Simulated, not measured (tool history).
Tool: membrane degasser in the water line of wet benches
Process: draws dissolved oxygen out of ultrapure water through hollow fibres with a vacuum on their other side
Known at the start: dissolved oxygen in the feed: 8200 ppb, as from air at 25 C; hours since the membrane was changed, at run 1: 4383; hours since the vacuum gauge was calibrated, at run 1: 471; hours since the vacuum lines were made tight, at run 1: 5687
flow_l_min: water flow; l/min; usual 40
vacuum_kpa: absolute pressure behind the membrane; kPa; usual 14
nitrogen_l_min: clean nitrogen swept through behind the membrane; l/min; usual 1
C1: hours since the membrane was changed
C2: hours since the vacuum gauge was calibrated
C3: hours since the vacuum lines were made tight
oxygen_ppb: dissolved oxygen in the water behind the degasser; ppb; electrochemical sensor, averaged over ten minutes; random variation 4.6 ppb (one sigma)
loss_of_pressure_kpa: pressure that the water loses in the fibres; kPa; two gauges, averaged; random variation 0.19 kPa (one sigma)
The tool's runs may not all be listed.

{"run": 1, "day": 0.0, "flow_l_min": 40, "vacuum_kpa": 14, "nitrogen_l_min": 1, "C1": 4383, "C2": 471, "C3": 5687, "oxygen_ppb": 808.7, "loss_of_pressure_kpa": 42.27}
{"run": 2, "day": 4.083, "flow_l_min": 40, "vacuum_kpa": 14, "nitrogen_l_min": 1, "C1": 4481, "C2": 569, "C3": 5785, "oxygen_ppb": 804, "loss_of_pressure_kpa": 42.09}
{"run": 3, "day": 8.533, "flow_l_min": 40, "vacuum_kpa": 14, "nitrogen_l_min": 1, "C1": 4588, "C2": 676, "C3": 5892, "oxygen_ppb": 801.2, "loss_of_pressure_kpa": 42.43}
{"run": 4, "day": 11.546, "flow_l_min": 40, "vacuum_kpa": 14, "nitrogen_l_min": 1, "C1": 4660, "C2": 748, "C3": 5964, "oxygen_ppb": 808.2, "loss_of_pressure_kpa": 41.9}
{"run": 5, "day": 15.15, "flow_l_min": 40, "vacuum_kpa": 14, "nitrogen_l_min": 0.47, "C1": 4747, "C2": 834, "C3": 6050, "oxygen_ppb": 1351.8, "loss_of_pressure_kpa": 42.31}
{"run": 6, "day": 18.429, "flow_l_min": 40, "vacuum_kpa": 28.4, "nitrogen_l_min": 0.47, "C1": 4825, "C2": 913, "C3": 6129, "oxygen_ppb": 2680.6, "loss_of_pressure_kpa": 42.31}
{"run": 7, "day": 23.558, "flow_l_min": 27, "vacuum_kpa": 14, "nitrogen_l_min": 1, "C1": 4948, "C2": 1036, "C3": 6252, "oxygen_ppb": 591.6, "loss_of_pressure_kpa": 28.27}
{"run": 8, "day": 27.712, "flow_l_min": 27, "vacuum_kpa": 14, "nitrogen_l_min": 1, "C1": 5048, "C2": 1136, "C3": 6352, "oxygen_ppb": 591.3, "loss_of_pressure_kpa": 28.77}
{"run": 9, "day": 30.562, "flow_l_min": 40, "vacuum_kpa": 14, "nitrogen_l_min": 2.51, "C1": 5116, "C2": 1204, "C3": 6420, "oxygen_ppb": 392.5, "loss_of_pressure_kpa": 42.52}
{"run": 10, "day": 33.312, "flow_l_min": 40, "vacuum_kpa": 14, "nitrogen_l_min": 2.51, "C1": 5182, "C2": 1270, "C3": 6486, "oxygen_ppb": 388.8, "loss_of_pressure_kpa": 42.43}
{"run": 11, "day": 38.542, "flow_l_min": 25, "vacuum_kpa": 14, "nitrogen_l_min": 2.51, "C1": 5308, "C2": 1396, "C3": 6612, "oxygen_ppb": 254.6, "loss_of_pressure_kpa": 26.37}
{"run": 12, "day": 41.6, "flow_l_min": 25, "vacuum_kpa": 14, "nitrogen_l_min": 2.51, "C1": 5381, "C2": 1469, "C3": 6685, "oxygen_ppb": 255.8, "loss_of_pressure_kpa": 26.39}
{"run": 13, "day": 44.042, "flow_l_min": 40, "vacuum_kpa": 25.4, "nitrogen_l_min": 1, "C1": 5440, "C2": 1528, "C3": 6744, "oxygen_ppb": 1519.6, "loss_of_pressure_kpa": 42.03}
{"run": 14, "day": 48.429, "flow_l_min": 40, "vacuum_kpa": 25.4, "nitrogen_l_min": 1, "C1": 5545, "C2": 1633, "C3": 6849, "oxygen_ppb": 1529.9, "loss_of_pressure_kpa": 42.47}
{"run": 15, "day": 52.038, "flow_l_min": 40, "vacuum_kpa": 25.4, "nitrogen_l_min": 1, "C1": 5632, "C2": 1720, "C3": 6936, "oxygen_ppb": 1535.2, "loss_of_pressure_kpa": 42.72}
{"run": 16, "day": 55.092, "flow_l_min": 40, "vacuum_kpa": 14, "nitrogen_l_min": 1, "C1": 5705, "C2": 1793, "C3": 7009, "oxygen_ppb": 817.6, "loss_of_pressure_kpa": 42.57}
{"run": 17, "day": 57.55, "flow_l_min": 40, "vacuum_kpa": 14, "nitrogen_l_min": 1, "C1": 5764, "C2": 1852, "C3": 7068, "oxygen_ppb": 819.2, "loss_of_pressure_kpa": 42.49}
{"run": 18, "day": 60.017, "flow_l_min": 40, "vacuum_kpa": 14, "nitrogen_l_min": 1, "C1": 5823, "C2": 1911, "C3": 7127, "oxygen_ppb": 812.7, "loss_of_pressure_kpa": 42.87}
{"run": 19, "day": 65.583, "flow_l_min": 40, "vacuum_kpa": 22.9, "nitrogen_l_min": 1.42, "C1": 5957, "C2": 2045, "C3": 7261, "oxygen_ppb": 1068.4, "loss_of_pressure_kpa": 42.59}
{"run": 20, "day": 69.408, "flow_l_min": 53, "vacuum_kpa": 8.9, "nitrogen_l_min": 2.39, "C1": 6049, "C2": 2137, "C3": 7353, "oxygen_ppb": 319.5, "loss_of_pressure_kpa": 56.84}
{"run": 21, "day": 71.942, "flow_l_min": 30, "vacuum_kpa": 8.9, "nitrogen_l_min": 0.82, "C1": 6110, "C2": 2198, "C3": 7414, "oxygen_ppb": 416.3, "loss_of_pressure_kpa": 32.02}
{"run": 22, "day": 77.45, "flow_l_min": 54, "vacuum_kpa": 8.9, "nitrogen_l_min": 1, "C1": 6242, "C2": 2330, "C3": 7546, "oxygen_ppb": 593.8, "loss_of_pressure_kpa": 58.02}
{"run": 23, "day": 81.075, "flow_l_min": 45, "vacuum_kpa": 14, "nitrogen_l_min": 0.97, "C1": 6329, "C2": 2417, "C3": 7633, "oxygen_ppb": 911.4, "loss_of_pressure_kpa": 48.05}
{"run": 24, "day": 85.904, "flow_l_min": 30, "vacuum_kpa": 26.7, "nitrogen_l_min": 0.43, "C1": 6445, "C2": 2533, "C3": 7749, "oxygen_ppb": 2267.9, "loss_of_pressure_kpa": 31.99}
{"run": 25, "day": 90.858, "flow_l_min": 30, "vacuum_kpa": 26.7, "nitrogen_l_min": 0.43, "C1": 6564, "C2": 2652, "C3": 7868, "oxygen_ppb": 2259.6, "loss_of_pressure_kpa": 32.26}
{"run": 26, "day": 93.662, "flow_l_min": 39, "vacuum_kpa": 14, "nitrogen_l_min": 0.8, "C1": 6631, "C2": 2719, "C3": 7935, "oxygen_ppb": 934.7, "loss_of_pressure_kpa": 42.11}
{"day": 98.646, "done": "seals of the vacuum lines changed"}
{"run": 27, "day": 99.058, "flow_l_min": 39, "vacuum_kpa": 14, "nitrogen_l_min": 0.8, "C1": 6758, "C2": 2846, "C3": 10, "oxygen_ppb": 934.1, "loss_of_pressure_kpa": 41.98}
{"run": 28, "day": 102.696, "flow_l_min": 37, "vacuum_kpa": 10.6, "nitrogen_l_min": 1.62, "C1": 6846, "C2": 2934, "C3": 97, "oxygen_ppb": 371.5, "loss_of_pressure_kpa": 40.07}
{"run": 29, "day": 105.942, "flow_l_min": 42, "vacuum_kpa": 22.2, "nitrogen_l_min": 2.46, "C1": 6924, "C2": 3011, "C3": 175, "oxygen_ppb": 697.7, "loss_of_pressure_kpa": 45.19}
{"run": 30, "day": 110.558, "flow_l_min": 42, "vacuum_kpa": 22.2, "nitrogen_l_min": 2.46, "C1": 7034, "C2": 3122, "C3": 286, "oxygen_ppb": 696.1, "loss_of_pressure_kpa": 45.13}
{"run": 31, "day": 113.629, "flow_l_min": 40, "vacuum_kpa": 14, "nitrogen_l_min": 0.73, "C1": 7108, "C2": 3196, "C3": 360, "oxygen_ppb": 1031.7, "loss_of_pressure_kpa": 43.54}
{"run": 32, "day": 118.004, "flow_l_min": 40, "vacuum_kpa": 14, "nitrogen_l_min": 0.73, "C1": 7213, "C2": 3301, "C3": 465, "oxygen_ppb": 1034.2, "loss_of_pressure_kpa": 43.04}
{"run": 33, "day": 122.658, "flow_l_min": 45, "vacuum_kpa": 14, "nitrogen_l_min": 1, "C1": 7325, "C2": 3413, "C3": 576, "oxygen_ppb": 890.5, "loss_of_pressure_kpa": 48.38}

Forecast each of these 3 alternatives for the next run:
{"run": "A", "day": 126.6, "flow_l_min": 61, "vacuum_kpa": 14, "nitrogen_l_min": 1, "C1": 7419, "C2": 3507, "C3": 671, "oxygen_ppb": "?", "loss_of_pressure_kpa": "?"}
{"run": "B", "day": 126.6, "flow_l_min": 45, "vacuum_kpa": 19.5, "nitrogen_l_min": 1, "C1": 7419, "C2": 3507, "C3": 671, "oxygen_ppb": "?", "loss_of_pressure_kpa": "?"}
{"run": "C", "day": 126.6, "flow_l_min": 40, "vacuum_kpa": 14, "nitrogen_l_min": 1.8, "C1": 7419, "C2": 3507, "C3": 671, "oxygen_ppb": "?", "loss_of_pressure_kpa": "?"}

run=A oxygen_ppb=1153.6 loss_of_pressure_kpa=65.93
run=B oxygen_ppb=1273.8 loss_of_pressure_kpa=48.97
run=C oxygen_ppb=521.5 loss_of_pressure_kpa=43.13
Without the tool's hidden state the same runs would have given:
run=A oxygen_ppb=1124.9 loss_of_pressure_kpa=62.03
run=B oxygen_ppb=1258.1 loss_of_pressure_kpa=46.08
run=C oxygen_ppb=510.4 loss_of_pressure_kpa=40.58
